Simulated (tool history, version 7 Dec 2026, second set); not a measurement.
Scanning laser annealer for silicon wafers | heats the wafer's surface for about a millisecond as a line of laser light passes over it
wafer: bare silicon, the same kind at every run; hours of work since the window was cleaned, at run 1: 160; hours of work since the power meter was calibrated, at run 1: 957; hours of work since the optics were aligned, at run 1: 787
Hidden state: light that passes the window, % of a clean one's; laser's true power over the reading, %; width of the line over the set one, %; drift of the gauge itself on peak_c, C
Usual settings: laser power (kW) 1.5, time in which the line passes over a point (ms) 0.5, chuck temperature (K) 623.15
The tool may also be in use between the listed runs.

| run | day | laser power (kW) | time in which the line passes over a point (ms) | chuck temperature (K) | hours of work since the window was cleaned | hours of work since the power meter was calibrated | hours of work since the optics were aligned | highest temperature of the surface (K) |
|---|---|---|---|---|---|---|---|---|
| 1 | 0 | 1.5 | 0.5 | 623.15 | 160 | 957 | 787 | 1388.15 |
|  | 0.729 | optics aligned, line set to its width |
| 2 | 1.612 | 1.5 | 0.5 | 623.15 | 179 | 976 | 12 | 1404.15 |
| 3 | 3.342 | 1.5 | 0.5 | 623.15 | 202 | 1000 | 36 | 1400.15 |
| 4 | 4.438 | 1.5 | 0.5 | 623.15 | 217 | 1015 | 50 | 1399.15 |
| 5 | 6.367 | 1.52 | 0.5 | 623.15 | 243 | 1041 | 77 | 1411.15 |
| 6 | 7.383 | 1.52 | 0.5 | 623.15 | 257 | 1055 | 90 | 1410.15 |
| 7 | 8.938 | 1.52 | 0.5 | 623.15 | 278 | 1076 | 112 | 1408.15 |
|  | 9.204 | laser's power meter calibrated |
| 8 | 10.854 | 1.394 | 0.5 | 623.15 | 303 | 22 | 136 | 1338.15 |
| 9 | 12.217 | 1.394 | 0.5 | 623.15 | 321 | 41 | 154 | 1336.15 |
| 10 | 13.712 | 1.394 | 0.5 | 623.15 | 341 | 61 | 175 | 1339.15 |
| 11 | 15.529 | 1.394 | 0.404 | 645.15 | 366 | 86 | 199 | 1272.15 |
| 12 | 17.212 | 1.636 | 0.417 | 661.15 | 389 | 109 | 222 | 1427.15 |
|  | 17.683 | laser's power meter calibrated, once more |
| 13 | 18.562 | 1.5 | 0.497 | 637.15 | 406 | 12 | 239 | 1396.15 |
| 14 | 20.317 | 1.374 | 0.5 | 631.15 | 429 | 36 | 263 | 1319.15 |
| 15 | 21.65 | 1.399 | 0.473 | 588.15 | 448 | 54 | 281 | 1270.15 |
| 16 | 22.675 | 1.399 | 0.473 | 588.15 | 461 | 68 | 295 | 1266.15 |
| 17 | 24.025 | 1.442 | 0.473 | 656.15 | 480 | 86 | 313 | 1360.15 |
| 18 | 25.483 | 1.585 | 0.5 | 623.15 | 500 | 106 | 333 | 1430.15 |

Forecast each of these 5 alternatives for the next run:
| A | 27.154 | 1.361 | 0.5 | 623.15 | 522 | 129 | 356 | ? |
| B | 27.154 | 1.304 | 0.5 | 598.15 | 522 | 129 | 356 | ? |
| C | 27.154 | 1.576 | 0.5 | 642.15 | 522 | 129 | 356 | ? |
| D | 27.154 | 1.585 | 0.355 | 623.15 | 522 | 129 | 356 | ? |
| E | 27.154 | 1.507 | 0.5 | 623.15 | 522 | 129 | 356 | ? |

| run | highest temperature of the surface (K) |
|---|---|
| A | 1301.15 |
| B | 1246.15 |
| C | 1444.15 |
| D | 1281.15 |
| E | 1385.15 |
Without the tool's hidden state the same runs would have given:
| run | highest temperature of the surface (K) |
|---|---|
| A | 1317.15 |
| B | 1261.15 |
| C | 1463.15 |
| D | 1297.15 |
| E | 1403.15 |
